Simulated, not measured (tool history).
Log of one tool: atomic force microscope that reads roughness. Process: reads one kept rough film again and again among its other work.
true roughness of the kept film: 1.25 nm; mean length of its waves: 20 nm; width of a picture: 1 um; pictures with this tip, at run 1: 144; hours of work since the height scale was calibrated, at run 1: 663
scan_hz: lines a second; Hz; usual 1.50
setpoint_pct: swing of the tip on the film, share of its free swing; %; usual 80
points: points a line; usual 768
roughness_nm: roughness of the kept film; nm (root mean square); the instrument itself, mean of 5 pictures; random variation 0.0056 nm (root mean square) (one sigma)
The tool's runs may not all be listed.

run,hour,scan_hz,setpoint_pct,points,pictures with this tip,hours of work since the height scale was calibrated,roughness_nm
1,0.0,1.50,80,768,144,663,0.801
2,12.9,1.50,80,768,171,673,0.771
# hour 25.2: new tip fitted
3,26.7,1.50,80,768,3,682,0.973
4,56.6,1.50,80,768,64,704,0.880
5,74.4,1.50,80,768,100,718,0.836
6,100.9,1.50,80,768,154,737,0.780
7,119.7,1.50,80,768,192,751,0.734
# hour 122.5: new tip fitted
8,134.8,3.90,80,362,25,762,0.785
9,162.5,3.90,80,362,81,782,0.712
10,177.2,1.95,83,792,111,793,0.793
11,202.0,1.95,83,792,161,811,0.729
# hour 220.5: new tip fitted
12,222.4,1.95,83,792,3,826,0.913
13,240.7,0.72,70,654,41,839,0.971

Forecast each of these 4 alternatives for the next run:
A,256.8,0.66,61,568,73,851,?
B,256.8,0.98,84,640,73,851,?
C,256.8,2.53,57,654,73,851,?
D,256.8,3.87,59,417,73,851,?

run,roughness_nm
A,0.948
B,0.876
C,0.911
D,0.863
Without the tool's hidden state the same runs would have given:
run,roughness_nm
A,1.087
B,1.005
C,1.046
D,0.990
